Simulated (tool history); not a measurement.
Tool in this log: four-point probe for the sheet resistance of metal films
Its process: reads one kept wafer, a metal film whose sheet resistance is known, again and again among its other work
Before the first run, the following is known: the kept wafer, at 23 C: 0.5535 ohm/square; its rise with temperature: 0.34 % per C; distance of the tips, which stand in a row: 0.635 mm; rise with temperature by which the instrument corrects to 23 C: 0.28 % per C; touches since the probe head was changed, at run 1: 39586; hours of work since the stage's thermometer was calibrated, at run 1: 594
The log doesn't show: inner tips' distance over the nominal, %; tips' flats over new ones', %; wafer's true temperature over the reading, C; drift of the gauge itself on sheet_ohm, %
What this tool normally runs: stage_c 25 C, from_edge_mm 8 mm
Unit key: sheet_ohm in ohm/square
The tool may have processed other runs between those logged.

run	hour	stage_c	from_edge_mm	touches since the probe head was changed	hours of work since the stage's thermometer was calibrated	sheet_ohm
1	0	25	8	39586	594	0.556048
2	62.9	25	8	42069	639	0.556071
3	129.8	25	8	44709	687	0.556017
4	194.8	25	8	47277	734	0.556209
5	245	25	8	49259	770	0.556097
6	281.3	25	8	50692	796	0.555978
7	321.9	25	8	52295	825	0.556053
8	381.8	25	8	54660	867	0.555948
9	431.8	25	8	56632	903	0.556104
10	491.8	25	8	59004	946	0.556025
11	533.8	25	6	60662	976	0.557574
12	572.8	25	8	62201	1004	0.556091
13	632.4	25	8	64555	1047	0.556135
14	660.9	25	8	65679	1067	0.556067
15	720.3	25	8	68026	1110	0.556168
16	782.5	25	8	70480	1154	0.55594
17	840.7	25	8	72776	1196	0.556049
18	870.1	25	8	73936	1217	0.556375
19	934.7	18	9	76490	1263	0.553366
# hour 944.7: new probe head fitted
20	970	29	37	1000	1287	0.555582
21	1000.2	25	3	2191	1309	0.567274
22	1060	30	9	4552	1352	0.557451
23	1091.5	30	9	5796	1374	0.557297
24	1135.6	33	42	7537	1406	0.556819
25	1176.7	22	5	9159	1435	0.558091
26	1229.1	28	50	11228	1473	0.555144
27	1271.2	28	5	12892	1503	0.560026
28	1323.4	18	54	14954	1540	0.551928
29	1374.8	32	26	16981	1577	0.556667
30	1423.6	22	20	18910	1612	0.553528
31	1474.6	26	20	20920	1648	0.554935
32	1504.8	25	47	22115	1670	0.554318

Run 33 has not been measured yet. What should we expect?
33	1535.5	25	47	23326	1692	?

Run 33 gave sheet_ohm 0.55432 ohm/square.
Without the tool's hidden state the same run would have given sheet_ohm 0.554274 ohm/square.

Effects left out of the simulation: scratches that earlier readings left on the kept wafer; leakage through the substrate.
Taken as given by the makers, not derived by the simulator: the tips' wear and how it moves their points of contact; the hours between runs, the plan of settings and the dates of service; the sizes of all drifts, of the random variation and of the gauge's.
